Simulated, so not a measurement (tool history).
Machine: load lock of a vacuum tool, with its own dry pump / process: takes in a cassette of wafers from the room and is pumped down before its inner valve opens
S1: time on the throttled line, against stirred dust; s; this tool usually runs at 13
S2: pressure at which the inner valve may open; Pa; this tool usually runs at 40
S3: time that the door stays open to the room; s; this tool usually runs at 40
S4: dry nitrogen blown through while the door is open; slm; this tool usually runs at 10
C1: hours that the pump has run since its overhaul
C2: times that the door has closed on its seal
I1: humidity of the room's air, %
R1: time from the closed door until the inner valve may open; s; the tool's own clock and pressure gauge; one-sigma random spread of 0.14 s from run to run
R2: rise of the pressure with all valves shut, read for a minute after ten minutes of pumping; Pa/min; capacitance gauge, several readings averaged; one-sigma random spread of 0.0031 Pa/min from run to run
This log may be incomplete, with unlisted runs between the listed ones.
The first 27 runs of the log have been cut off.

{"run": 28, "day": 168.692, "S1": 22, "S2": 68, "S3": 40, "S4": 10, "C1": 11051, "C2": 30448, "I1": 45.7, "R1": 26.8, "R2": 0.061}
{"run": 29, "day": 176.833, "S1": 22, "S2": 68, "S3": 40, "S4": 10, "C1": 11246, "C2": 31167, "I1": 43.4, "R1": 26.8, "R2": 0.066}
{"run": 30, "day": 184.367, "S1": 15, "S2": 54, "S3": 27, "S4": 42, "C1": 11427, "C2": 31833, "I1": 41.7, "R1": 21.5, "R2": 0.028}
{"run": 31, "day": 189.0, "S1": 24, "S2": 38, "S3": 70, "S4": 15, "C1": 11538, "C2": 32242, "I1": 43.5, "R1": 29.4, "R2": 0.063}
{"run": 32, "day": 194.742, "S1": 24, "S2": 38, "S3": 70, "S4": 15, "C1": 11676, "C2": 32749, "I1": 47.3, "R1": 29.5, "R2": 0.072}
{"run": 33, "day": 201.325, "S1": 24, "S2": 38, "S3": 70, "S4": 15, "C1": 11834, "C2": 33331, "I1": 42.5, "R1": 29.3, "R2": 0.066}
{"run": 34, "day": 205.992, "S1": 24, "S2": 38, "S3": 70, "S4": 15, "C1": 11946, "C2": 33743, "I1": 43, "R1": 29.4, "R2": 0.066}
{"run": 35, "day": 214.4, "S1": 24, "S2": 38, "S3": 70, "S4": 15, "C1": 12148, "C2": 34485, "I1": 46.8, "R1": 29.4, "R2": 0.071}
{"run": 36, "day": 218.2, "S1": 24, "S2": 38, "S3": 70, "S4": 23, "C1": 12239, "C2": 34821, "I1": 43.8, "R1": 29.3, "R2": 0.057}
{"run": 37, "day": 225.904, "S1": 9, "S2": 63, "S3": 70, "S4": 29, "C1": 12424, "C2": 35501, "I1": 44.7, "R1": 16.4, "R2": 0.054}

Branching from run 37: 4 alternative next runs. What would each branch give?
{"run": "A", "day": 232.562, "S1": 13, "S2": 40, "S3": 40, "S4": 23, "C1": 12584, "C2": 36090, "I1": 45.8, "R1": "?", "R2": "?"}
{"run": "B", "day": 232.562, "S1": 9, "S2": 63, "S3": 70, "S4": 25, "C1": 12584, "C2": 36090, "I1": 46.2, "R1": "?", "R2": "?"}
{"run": "C", "day": 232.562, "S1": 9, "S2": 48, "S3": 61, "S4": 29, "C1": 12584, "C2": 36090, "I1": 46.8, "R1": "?", "R2": "?"}
{"run": "D", "day": 232.562, "S1": 9, "S2": 35, "S3": 70, "S4": 29, "C1": 12584, "C2": 36090, "I1": 44.1, "R1": "?", "R2": "?"}

run=A R1=20.4 R2=0.045
run=B R1=16.4 R2=0.057
run=C R1=16.8 R2=0.048
run=D R1=17.1 R2=0.05
With no hidden state in the tool, these same runs would have given:
run=A R1=20.4 R2=0.043
run=B R1=16.4 R2=0.055
run=C R1=16.8 R2=0.046
run=D R1=17.1 R2=0.048
